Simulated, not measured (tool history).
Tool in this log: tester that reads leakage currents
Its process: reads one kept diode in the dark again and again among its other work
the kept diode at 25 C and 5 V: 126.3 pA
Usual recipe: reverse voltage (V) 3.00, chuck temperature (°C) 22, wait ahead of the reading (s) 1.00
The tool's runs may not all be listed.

| run | hour | reverse voltage (V) | chuck temperature (°C) | wait ahead of the reading (s) | current that the tester gives (pA) |
|---|---|---|---|---|---|
| 1 | 0.0 | 3.00 | 22 | 1.00 | 88.38 |
| 2 | 70.2 | 1.39 | 22 | 1.00 | 62.65 |
| 3 | 166.2 | 3.00 | 22 | 7.18 | 88.99 |
| 4 | 228.4 | 3.00 | 44 | 1.00 | 644.94 |
| 5 | 299.4 | 3.00 | 44 | 1.00 | 642.71 |
| 6 | 393.3 | 3.00 | 44 | 1.00 | 651.54 |
| 7 | 476.8 | 3.00 | 44 | 1.00 | 655.98 |
|  | 516.6 | chuck's temperature calibrated |
| 8 | 560.0 | 3.00 | 30 | 1.00 | 170.11 |
| 9 | 653.0 | 3.00 | 22 | 1.00 | 83.02 |
| 10 | 755.7 | 3.00 | 22 | 1.00 | 83.82 |
| 11 | 852.0 | 3.00 | 22 | 1.00 | 84.60 |
| 12 | 956.6 | 3.00 | 22 | 1.00 | 85.48 |
| 13 | 1018.1 | 3.00 | 22 | 0.38 | 86.87 |
| 14 | 1111.5 | 3.00 | 22 | 0.38 | 87.90 |
| 15 | 1164.3 | 3.00 | 22 | 1.00 | 86.83 |
| 16 | 1262.9 | 3.00 | 22 | 2.05 | 87.29 |
| 17 | 1367.6 | 3.00 | 22 | 2.05 | 88.17 |
|  | 1389.0 | probe card cleaned and baked |
| 18 | 1442.8 | 3.00 | 22 | 2.05 | 81.78 |
| 19 | 1520.7 | 8.48 | 22 | 0.32 | 133.03 |
| 20 | 1594.1 | 3.00 | 43 | 1.62 | 573.47 |
| 21 | 1669.3 | 7.20 | 38 | 1.62 | 538.18 |
| 22 | 1732.2 | 5.44 | 33 | 1.16 | 305.56 |
| 23 | 1830.4 | 8.60 | 37 | 2.08 | 534.69 |
| 24 | 1886.3 | 10.55 | 23 | 2.26 | 160.07 |
| 25 | 1945.0 | 10.55 | 23 | 2.26 | 160.99 |
| 26 | 1996.1 | 10.55 | 23 | 2.26 | 162.67 |
| 27 | 2103.0 | 2.08 | 22 | 3.08 | 74.63 |
|  | 2121.8 | chuck's temperature calibrated |
| 28 | 2199.9 | 2.90 | 51 | 0.44 | 1057.48 |
| 29 | 2302.9 | 10.81 | 22 | 4.16 | 137.93 |
| 30 | 2373.0 | 3.69 | 28 | 2.19 | 155.02 |
| 31 | 2422.2 | 3.69 | 28 | 2.19 | 156.04 |
| 32 | 2528.7 | 6.96 | 27 | 2.40 | 187.97 |
| 33 | 2644.5 | 3.98 | 22 | 1.00 | 93.50 |

Predict each of these 4 candidate next runs independently; none follows another, all start after run 33:
| A | 2735.5 | 15.67 | 55 | 6.66 | ? |
| B | 2735.5 | 4.38 | 35 | 2.01 | ? |
| C | 2735.5 | 3.98 | 57 | 5.67 | ? |
| D | 2735.5 | 6.78 | 54 | 2.17 | ? |

| run | current that the tester gives (pA) |
|---|---|
| A | 3061.51 |
| B | 327.91 |
| C | 2029.76 |
| D | 1997.32 |
With the hidden condition removed and each run's random variation left untouched, the same runs would have given:
| run | current that the tester gives (pA) |
|---|---|
| A | 2897.86 |
| B | 307.12 |
| C | 1925.87 |
| D | 1892.02 |
